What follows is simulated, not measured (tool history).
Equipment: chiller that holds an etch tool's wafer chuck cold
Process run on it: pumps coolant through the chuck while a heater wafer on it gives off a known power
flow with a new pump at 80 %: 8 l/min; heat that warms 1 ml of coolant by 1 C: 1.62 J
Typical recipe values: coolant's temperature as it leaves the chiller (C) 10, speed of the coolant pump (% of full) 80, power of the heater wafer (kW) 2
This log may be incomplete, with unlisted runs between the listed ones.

run,day,coolant's temperature as it leaves the chiller (C),speed of the coolant pump (% of full),power of the heater wafer (kW),chuck's temperature once it has settled (K),how much warmer the coolant comes back (C)
1,0,10,80,2,303.25,9.86
2,2.592,10,80,2,303.35,9.83
3,8.029,10,80,2,303.45,9.82
4,10.538,10,80,2,303.65,9.86
5,15.604,10,80,2,303.55,9.84
# day 20.588: coolant changed, channels flushed
6,20.883,10,81,2,301.85,9.67
7,23.975,10,81,2,301.65,9.77
8,29.254,10,81,2,301.85,9.74
9,33.658,10,81,2,301.95,9.78
10,36.938,10,80,2,302.15,9.96
11,41.462,10,80,2,302.25,10
12,46.379,10,80,2,302.15,9.9
13,48.558,10,80,2,302.35,10.01
14,52.625,10,80,2,302.55,10.01
15,55.608,8,80,2,300.45,10.01
16,60.629,10,80,1.416,297.05,7.22
17,63.558,10,80,1.416,296.95,7.06
18,68.883,10,80,1.416,296.95,7.15
19,73.717,3,65,1.416,292.55,8.78
20,77.179,3,84,1.611,291.55,7.77
21,82.075,11,84,2.567,308.75,12.48
# day 82.504: chiller's thermometer calibrated
22,86.517,10,84,1.518,297.85,7.34
23,89.888,4,80,1.403,291.25,7.15
24,92.092,13,89,1.403,299.45,6.47

For run 25, what comes out?
# day 94.192: chiller's thermometer calibrated, once more
25,96,14,91,2.11,?,?

{"run 25": {"chuck's temperature once it has settled (K)": 306.45, "how much warmer the coolant comes back (C)": 9.46}}
The same run, on a tool lacking any hidden state, would have yielded chuck's temperature once it has settled (K) 304.25, how much warmer the coolant comes back (C) 8.56.

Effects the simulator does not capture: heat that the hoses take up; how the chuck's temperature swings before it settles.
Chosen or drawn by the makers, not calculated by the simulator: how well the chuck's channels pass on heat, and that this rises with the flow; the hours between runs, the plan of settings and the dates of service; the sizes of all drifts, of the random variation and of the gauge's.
